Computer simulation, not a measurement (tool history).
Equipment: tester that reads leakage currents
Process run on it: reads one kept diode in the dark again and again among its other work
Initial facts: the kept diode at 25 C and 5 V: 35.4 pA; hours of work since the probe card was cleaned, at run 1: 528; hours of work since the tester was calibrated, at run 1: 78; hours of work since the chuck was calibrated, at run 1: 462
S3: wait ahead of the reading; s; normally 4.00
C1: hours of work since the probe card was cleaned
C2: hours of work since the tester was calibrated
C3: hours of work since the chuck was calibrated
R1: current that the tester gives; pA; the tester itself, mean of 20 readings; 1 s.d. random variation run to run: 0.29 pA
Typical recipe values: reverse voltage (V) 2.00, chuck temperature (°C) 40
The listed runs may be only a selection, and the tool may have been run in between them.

Run 1, hour 0.0: usual settings; C1 528; C2 78; C3 462. Result: R1 100.40 pA.
Run 2, hour 29.7: usual settings; C1 542; C2 91; C3 475. Result: R1 101.10 pA.
Run 3, hour 74.2: usual settings; C1 561; C2 110; C3 495. Result: R1 101.33 pA.
Run 4, hour 103.3: usual settings; C1 574; C2 123; C3 508. Result: R1 100.50 pA.
Run 5, hour 134.8: usual settings; C1 588; C2 137; C3 521. Result: R1 101.03 pA.
Run 6, hour 160.3: usual settings but reverse voltage (V) 3.02; C1 599; C2 148; C3 533. Result: R1 117.81 pA.
Run 7, hour 199.7: usual settings but reverse voltage (V) 3.02; C1 616; C2 165; C3 550. Result: R1 117.96 pA.
Run 8, hour 233.5: usual settings; C1 631; C2 180; C3 565. Result: R1 102.32 pA.
Run 9, hour 281.1: usual settings but chuck temperature (°C) 56; C1 652; C2 201; C3 586. Result: R1 367.94 pA.
Run 10, hour 316.3: usual settings but chuck temperature (°C) 56; C1 668; C2 217; C3 601. Result: R1 369.58 pA.
Run 11, hour 351.6: usual settings but S3 0.39 s; C1 683; C2 232; C3 617. Result: R1 103.46 pA.
At hour 356.9: probe card cleaned and baked.
Run 12, hour 388.3: usual settings but S3 0.45 s; C1 14; C2 247; C3 632. Result: R1 102.96 pA.
Run 13, hour 437.1: usual settings but reverse voltage (V) 12.62, S3 0.45 s; C1 35; C2 268; C3 653. Result: R1 208.65 pA.
Run 14, hour 479.6: usual settings but reverse voltage (V) 1.18, S3 3.91 s; C1 54; C2 287; C3 672. Result: R1 84.25 pA.
Run 15, hour 504.3: usual settings but reverse voltage (V) 1.17, chuck temperature (°C) 20, S3 0.34 s; C1 65; C2 298; C3 682. Result: R1 14.63 pA.
Run 16, hour 530.7: usual settings but reverse voltage (V) 5.15, chuck temperature (°C) 43, S3 0.34 s; C1 76; C2 310; C3 694. Result: R1 191.12 pA.
At hour 572.9: probe card cleaned and baked, once more.
Run 17, hour 582.5: usual settings but reverse voltage (V) 5.15, chuck temperature (°C) 43, S3 0.34 s; C1 4; C2 331; C3 716. Result: R1 190.19 pA.
Run 18, hour 615.6: usual settings but chuck temperature (°C) 42, S3 0.69 s; C1 19; C2 346; C3 730. Result: R1 122.68 pA.
Run 19, hour 643.0: usual settings but reverse voltage (V) 6.26, S3 1.96 s; C1 31; C2 358; C3 742. Result: R1 157.69 pA.
Run 20, hour 675.2: usual settings but reverse voltage (V) 8.56, chuck temperature (°C) 25, S3 1.96 s; C1 45; C2 372; C3 756. Result: R1 47.97 pA.
Run 21, hour 701.1: usual settings but reverse voltage (V) 3.62, chuck temperature (°C) 46, S3 0.73 s; C1 56; C2 383; C3 768. Result: R1 214.00 pA.
Run 22, hour 745.1: usual settings but reverse voltage (V) 3.62, chuck temperature (°C) 46, S3 0.73 s; C1 76; C2 403; C3 787. Result: R1 213.66 pA.
Run 23, hour 768.8: usual settings but reverse voltage (V) 3.62, chuck temperature (°C) 46, S3 0.73 s; C1 86; C2 413; C3 797. Result: R1 215.54 pA.
Run 24, hour 809.3: usual settings but reverse voltage (V) 4.43, S3 0.65 s; C1 104; C2 431; C3 815. Result: R1 141.44 pA.
Run 25, hour 855.1: usual settings but reverse voltage (V) 4.43, S3 0.65 s; C1 124; C2 451; C3 835. Result: R1 142.12 pA.

Predict each of these 5 candidate next runs independently; none follows another, all start after run 25:
Run A, hour 903.6: usual settings but chuck temperature (°C) 33; C1 145; C2 472; C3 857. Result: R1 ?.
Run B, hour 903.6: usual settings but reverse voltage (V) 14.96, chuck temperature (°C) 56; C1 145; C2 472; C3 857. Result: R1 ?.
Run C, hour 903.6: usual settings but reverse voltage (V) 1.35, chuck temperature (°C) 31, S3 0.65 s; C1 145; C2 472; C3 857. Result: R1 ?.
Run D, hour 903.6: usual settings but S3 0.37 s; C1 145; C2 472; C3 857. Result: R1 ?.
Run E, hour 903.6: usual settings but reverse voltage (V) 10.79, S3 2.31 s; C1 145; C2 472; C3 857. Result: R1 ?.

run      R1
  A   57.46
  B  792.26
  C   41.82
  D  105.90
  E  197.13
What these runs would have given with no unlogged condition in the tool:
run      R1
  A   52.68
  B  734.73
  C   38.33
  D   97.55
  E  181.44

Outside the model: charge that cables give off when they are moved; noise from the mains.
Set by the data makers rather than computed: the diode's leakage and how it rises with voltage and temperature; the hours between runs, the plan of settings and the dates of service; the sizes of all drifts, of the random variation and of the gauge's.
